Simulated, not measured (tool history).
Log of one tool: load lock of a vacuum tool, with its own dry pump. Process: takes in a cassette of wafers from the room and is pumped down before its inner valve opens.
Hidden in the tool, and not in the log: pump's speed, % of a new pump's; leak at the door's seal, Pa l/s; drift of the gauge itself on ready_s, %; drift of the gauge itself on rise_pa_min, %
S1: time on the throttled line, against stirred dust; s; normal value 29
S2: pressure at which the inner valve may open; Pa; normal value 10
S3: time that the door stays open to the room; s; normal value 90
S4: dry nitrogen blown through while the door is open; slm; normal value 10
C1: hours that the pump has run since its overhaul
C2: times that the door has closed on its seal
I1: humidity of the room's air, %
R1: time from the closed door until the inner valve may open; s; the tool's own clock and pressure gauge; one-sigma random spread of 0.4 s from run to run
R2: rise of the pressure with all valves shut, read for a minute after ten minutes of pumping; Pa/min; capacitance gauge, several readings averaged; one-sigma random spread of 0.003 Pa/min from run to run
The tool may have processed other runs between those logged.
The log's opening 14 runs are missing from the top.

run 15 hour=2089.7 | S1=29 S2=17 S3=90 S4=10 | C1=3536 C2=9361 | I1=44.1 | R1=42.4 R2=0.039
run 16 hour=2282.0 | S1=29 S2=10 S3=90 S4=19 | C1=3728 C2=9870 | I1=44.7 | R1=43.1 R2=0.035
run 17 hour=2473.2 | S1=29 S2=10 S3=90 S4=19 | C1=3919 C2=10376 | I1=45.0 | R1=43.7 R2=0.035
run 18 hour=2636.5 | S1=29 S2=10 S3=90 S4=19 | C1=4083 C2=10808 | I1=45.4 | R1=43.2 R2=0.031
run 19 hour=2725.5 | S1=29 S2=10 S3=90 S4=19 | C1=4172 C2=11044 | I1=45.3 | R1=43.2 R2=0.038
run 20 hour=2847.3 | S1=34 S2=12 S3=90 S4=13 | C1=4293 C2=11366 | I1=44.7 | R1=46.9 R2=0.040
run 21 hour=2989.7 | S1=44 S2=13 S3=205 S4=13 | C1=4436 C2=11743 | I1=42.3 | R1=55.2 R2=0.053
run 22 hour=3171.3 | S1=57 S2=7 S3=90 S4=10 | C1=4617 C2=12224 | I1=44.0 | R1=66.8 R2=0.043
run 23 hour=3349.4 | S1=23 S2=16 S3=155 S4=27 | C1=4796 C2=12696 | I1=46.3 | R1=37.9 R2=0.039
run 24 hour=3443.9 | S1=26 S2=9 S3=90 S4=10 | C1=4890 C2=12946 | I1=50.3 | R1=40.8 R2=0.051
run 25 hour=3561.5 | S1=20 S2=10 S3=116 S4=9 | C1=5008 C2=13257 | I1=44.5 | R1=36.3 R2=0.055
run 26 hour=3643.5 | S1=18 S2=13 S3=29 S4=32 | C1=5090 C2=13474 | I1=45.4 | R1=34.2 R2=0.021
run 27 hour=3771.7 | S1=35 S2=17 S3=90 S4=10 | C1=5218 C2=13814 | I1=44.0 | R1=46.5 R2=0.044
run 28 hour=3852.5 | S1=35 S2=17 S3=90 S4=10 | C1=5299 C2=14027 | I1=44.4 | R1=47.8 R2=0.045
run 29 hour=3972.5 | S1=46 S2=17 S3=156 S4=31 | C1=5419 C2=14345 | I1=43.3 | R1=56.3 R2=0.035
run 30 hour=4086.6 | S1=46 S2=17 S3=156 S4=8 | C1=5533 C2=14647 | I1=45.3 | R1=55.6 R2=0.056
run 31 hour=4250.6 | S1=46 S2=17 S3=225 S4=27 | C1=5697 C2=15081 | I1=46.5 | R1=55.6 R2=0.047
run 32 hour=4439.4 | S1=22 S2=7 S3=225 S4=27 | C1=5886 C2=15581 | I1=43.4 | R1=38.8 R2=0.037
run 33 hour=4559.7 | S1=22 S2=7 S3=225 S4=27 | C1=6006 C2=15900 | I1=42.5 | R1=38.5 R2=0.040
run 34 hour=4726.0 | S1=30 S2=10 S3=90 S4=10 | C1=6172 C2=16340 | I1=47.7 | R1=44.2 R2=0.044
run 35 hour=4870.8 | S1=32 S2=10 S3=48 S4=10 | C1=6317 C2=16723 | I1=43.2 | R1=46.5 R2=0.038
run 36 hour=5016.3 | S1=50 S2=8 S3=41 S4=7 | C1=6462 C2=17109 | I1=45.6 | R1=61.8 R2=0.036
run 37 hour=5127.2 | S1=52 S2=10 S3=216 S4=13 | C1=6573 C2=17402 | I1=44.9 | R1=62.4 R2=0.057

Each row is a separate what-if for the run after 37, all from the same tool condition, not one after another. Results?
run A hour=5320.0 | S1=52 S2=10 S3=45 S4=32 | C1=6766 C2=17913 | I1=42.5 | R1=? R2=?
run B hour=5320.0 | S1=24 S2=10 S3=88 S4=10 | C1=6766 C2=17913 | I1=47.1 | R1=? R2=?
run C hour=5320.0 | S1=29 S2=18 S3=90 S4=10 | C1=6766 C2=17913 | I1=48.1 | R1=? R2=?

run=A R1=62.1 R2=0.021
run=B R1=38.5 R2=0.050
run=C R1=42.2 R2=0.049
The same runs, with their run-to-run variation unchanged, on a tool lacking any hidden condition would have given:
run=A R1=62.1 R2=0.021
run=B R1=38.5 R2=0.050
run=C R1=42.2 R2=0.049

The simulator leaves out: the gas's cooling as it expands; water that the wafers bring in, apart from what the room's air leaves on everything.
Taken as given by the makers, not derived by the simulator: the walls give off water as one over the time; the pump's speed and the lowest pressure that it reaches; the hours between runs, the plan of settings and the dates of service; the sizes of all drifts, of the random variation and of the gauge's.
